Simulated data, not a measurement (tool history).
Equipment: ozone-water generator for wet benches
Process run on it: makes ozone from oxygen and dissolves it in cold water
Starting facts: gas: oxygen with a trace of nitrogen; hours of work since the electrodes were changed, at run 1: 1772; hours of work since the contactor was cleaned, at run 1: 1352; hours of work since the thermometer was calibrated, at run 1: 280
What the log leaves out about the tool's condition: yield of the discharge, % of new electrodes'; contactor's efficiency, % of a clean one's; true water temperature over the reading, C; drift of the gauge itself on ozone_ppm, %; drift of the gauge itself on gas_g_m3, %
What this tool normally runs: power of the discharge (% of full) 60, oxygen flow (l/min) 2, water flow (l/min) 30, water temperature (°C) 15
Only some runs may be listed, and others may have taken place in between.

run	day	power of the discharge (% of full)	oxygen flow (l/min)	water flow (l/min)	water temperature (°C)	hours of work since the electrodes were changed	hours of work since the contactor was cleaned	hours of work since the thermometer was calibrated	dissolved ozone (ppm)	ozone in the gas ahead of the water (g/m3)
1	0	60	2	30	15	1772	1352	280	8.6	214.7
2	2.304	60	2	30	15	1821	1401	328	8.5	211
3	3.542	60	2	30	9	1847	1427	355	8.8	212.2
4	4.783	100	2	30	15	1873	1454	381	11.2	276.9
5	6.017	100	2	30	15	1899	1480	407	11	275.7
6	8.658	100	2	30	15	1955	1536	463	11.2	275.1
7	10.792	60	2	30	15	2000	1581	508	8.6	211.6
8	12.275	60	2	30	15	2032	1612	540	8.5	211.7
9	14.846	60	2	30	15	2086	1667	594	8.4	211.7
10	16.846	60	2	41	15	2129	1709	637	5.7	211.2
11	19.392	60	2	41	15	2183	1763	691	5.7	209
12	21.454	60	2	41	15	2226	1807	734	5.7	209.7
13	23.121	60	2	41	15	2262	1842	770	5.7	207.6
# day 23.517: contactor cleaned
14	24.958	60	1.34	41	15	2297	31	805	4.7	263.3
15	26.479	60	1.34	41	15	2329	63	837	4.9	262.4
# day 29.025: contactor cleaned, once more
16	29.288	60	1.34	41	15	2385	6	893	5.2	263.7
17	31.362	60	1.34	41	15	2429	50	937	5.2	259.1
18	33.588	60	2	39	15	2476	97	984	6.3	206.8
19	35.158	52	2	39	20	2510	130	1018	5.7	189.7
20	37.625	52	2	39	20	2562	182	1070	5.7	191.1
21	39.062	52	2	39	20	2592	213	1100	5.6	191
22	40.229	41	2	39	20	2617	237	1125	5.3	168.7
23	42.292	41	2	39	20	2661	281	1169	5	167.3
24	43.954	60	2	36	15	2696	316	1204	6.8	205.2
25	46.7	60	2	36	15	2754	374	1262	6.8	202.2
26	48.571	58	2	30	21	2794	414	1302	8	199.1
27	50.354	73	2	22	15	2832	452	1340	13	221.5
28	52.533	73	3.41	19	15	2878	498	1386	16.2	163.1
29	54.096	73	3.41	19	15	2911	531	1419	16.3	164.1
30	56.867	60	3.06	28	21	2970	590	1478	9.2	157.9
31	58.221	60	3.06	28	21	2998	619	1506	9.2	157.8
32	60.396	60	2	46	20	3044	665	1552	4.6	200.5
33	62.142	62	1.03	46	20	3082	702	1589	4	297.6

Branching from run 33: 3 alternative next runs. What would each branch give?
A	63.65	62	1.75	18	20	3113	734	1621	?	?
B	63.65	42	3.02	18	15	3113	734	1621	?	?
C	63.65	60	2	30	12	3113	734	1621	?	?

run	dissolved ozone (ppm)	ozone in the gas ahead of the water (g/m3)
A	13.7	218.1
B	12.7	132.1
C	8.4	196.3
Without the tool's hidden state the same runs would have given:
run	dissolved ozone (ppm)	ozone in the gas ahead of the water (g/m3)
A	16.2	253.4
B	14.5	148.4
C	9.9	227.4
